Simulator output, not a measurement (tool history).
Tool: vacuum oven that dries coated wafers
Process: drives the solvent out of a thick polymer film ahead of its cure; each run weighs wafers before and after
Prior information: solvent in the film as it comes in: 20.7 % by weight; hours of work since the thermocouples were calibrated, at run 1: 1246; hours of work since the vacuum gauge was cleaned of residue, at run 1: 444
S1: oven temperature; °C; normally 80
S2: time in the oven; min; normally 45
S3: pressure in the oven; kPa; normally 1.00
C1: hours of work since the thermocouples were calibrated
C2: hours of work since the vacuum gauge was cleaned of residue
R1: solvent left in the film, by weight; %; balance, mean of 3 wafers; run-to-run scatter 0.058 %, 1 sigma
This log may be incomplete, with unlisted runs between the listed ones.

run 1 hour=0.0 | S1=80 S2=45 S3=1.00 | C1=1246 C2=444 | R1=3.35
run 2 hour=68.9 | S1=80 S2=45 S3=1.00 | C1=1285 C2=484 | R1=3.35
run 3 hour=144.0 | S1=80 S2=45 S3=1.00 | C1=1327 C2=526 | R1=3.37
run 4 hour=273.7 | S1=91 S2=45 S3=1.00 | C1=1401 C2=600 | R1=0.73
run 5 hour=357.5 | S1=91 S2=45 S3=1.00 | C1=1449 C2=648 | R1=0.69
run 6 hour=448.4 | S1=91 S2=45 S3=0.76 | C1=1500 C2=699 | R1=0.71
run 7 hour=522.8 | S1=74 S2=45 S3=1.00 | C1=1543 C2=741 | R1=6.02
run 8 hour=632.3 | S1=74 S2=45 S3=1.00 | C1=1605 C2=804 | R1=6.13
-- hour=713.4 oven's thermocouples calibrated
run 9 hour=757.3 | S1=74 S2=45 S3=1.00 | C1=25 C2=874 | R1=5.39
run 10 hour=822.4 | S1=77 S2=45 S3=1.00 | C1=62 C2=911 | R1=4.17
run 11 hour=914.0 | S1=77 S2=45 S3=1.00 | C1=114 C2=963 | R1=4.15
run 12 hour=989.7 | S1=80 S2=73 S3=1.00 | C1=157 C2=1006 | R1=1.30
run 13 hour=1066.7 | S1=86 S2=25 S3=3.89 | C1=201 C2=1049 | R1=4.74
run 14 hour=1180.9 | S1=86 S2=44 S3=0.50 | C1=266 C2=1114 | R1=1.27
run 15 hour=1303.6 | S1=86 S2=44 S3=0.50 | C1=335 C2=1184 | R1=1.27
run 16 hour=1419.8 | S1=83 S2=57 S3=1.41 | C1=401 C2=1250 | R1=1.55
run 17 hour=1536.1 | S1=88 S2=29 S3=2.28 | C1=467 C2=1316 | R1=2.88
run 18 hour=1637.7 | S1=88 S2=29 S3=2.14 | C1=525 C2=1374 | R1=2.79

Predict the results of run 19:
run 19 hour=1706.6 | S1=87 S2=62 S3=1.00 | C1=564 C2=1413 | R1=?

Run 19 gave R1 0.74 %.
Without the tool's hidden state the same run would have given R1 0.59 %.
